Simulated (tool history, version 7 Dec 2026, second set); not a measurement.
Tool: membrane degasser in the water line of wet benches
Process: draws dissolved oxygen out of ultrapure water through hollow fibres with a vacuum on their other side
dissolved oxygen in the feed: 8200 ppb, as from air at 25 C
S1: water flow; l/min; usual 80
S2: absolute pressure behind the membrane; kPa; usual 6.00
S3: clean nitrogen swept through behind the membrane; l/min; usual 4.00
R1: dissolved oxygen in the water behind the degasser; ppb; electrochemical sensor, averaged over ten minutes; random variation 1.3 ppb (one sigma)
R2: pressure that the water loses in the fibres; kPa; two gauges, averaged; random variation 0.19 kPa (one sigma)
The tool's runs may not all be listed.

Run 1, hour 0.0: usual settings. Result: R1 128.5 ppb, R2 40.98 kPa.
Run 2, hour 81.8: usual settings. Result: R1 128.8 ppb, R2 41.03 kPa.
Run 3, hour 141.4: usual settings. Result: R1 132.0 ppb, R2 40.76 kPa.
Run 4, hour 226.4: usual settings. Result: R1 127.5 ppb, R2 41.04 kPa.
Run 5, hour 316.0: usual settings. Result: R1 127.9 ppb, R2 40.88 kPa.
Run 6, hour 373.8: usual settings. Result: R1 130.2 ppb, R2 41.37 kPa.
Run 7, hour 437.6: usual settings. Result: R1 129.6 ppb, R2 40.73 kPa.
Run 8, hour 530.0: usual settings. Result: R1 130.7 ppb, R2 41.21 kPa.
Run 9, hour 616.6: usual settings but S1 51 l/min. Result: R1 83.7 ppb, R2 26.10 kPa.
Run 10, hour 663.6: usual settings but S1 51 l/min. Result: R1 83.7 ppb, R2 26.24 kPa.
Run 11, hour 747.3: usual settings but S2 4.55 kPa, S3 6.42 l/min. Result: R1 44.6 ppb, R2 41.22 kPa.
Run 12, hour 809.4: usual settings but S1 100 l/min, S2 7.45 kPa, S3 6.09 l/min. Result: R1 171.9 ppb, R2 51.66 kPa.
Run 13, hour 866.1: usual settings but S1 100 l/min, S2 7.45 kPa, S3 6.09 l/min. Result: R1 173.2 ppb, R2 51.35 kPa.
Run 14, hour 931.3: usual settings but S1 124 l/min, S2 10.07 kPa, S3 3.74 l/min. Result: R1 480.4 ppb, R2 63.84 kPa.
Run 15, hour 1012.1: usual settings but S1 64 l/min, S2 7.54 kPa, S3 5.45 l/min. Result: R1 120.3 ppb, R2 33.00 kPa.
Run 16, hour 1102.6: usual settings but S1 64 l/min, S2 7.54 kPa, S3 5.45 l/min. Result: R1 122.4 ppb, R2 32.90 kPa.
Run 17, hour 1173.1: usual settings but S1 53 l/min, S2 7.54 kPa, S3 4.49 l/min. Result: R1 121.0 ppb, R2 27.30 kPa.
Run 18, hour 1245.2: usual settings but S1 53 l/min, S2 7.54 kPa, S3 4.49 l/min. Result: R1 121.1 ppb, R2 27.53 kPa.

The next listed run, before its measurement:
Run 19, hour 1308.6: usual settings but S1 53 l/min, S2 7.54 kPa, S3 4.49 l/min. Result: R1 ?, R2 ?.

Run 19 gave R1 120.0 ppb, R2 27.61 kPa.
Without the tool's hidden state the same run would have given R1 117.8 ppb, R2 27.13 kPa.
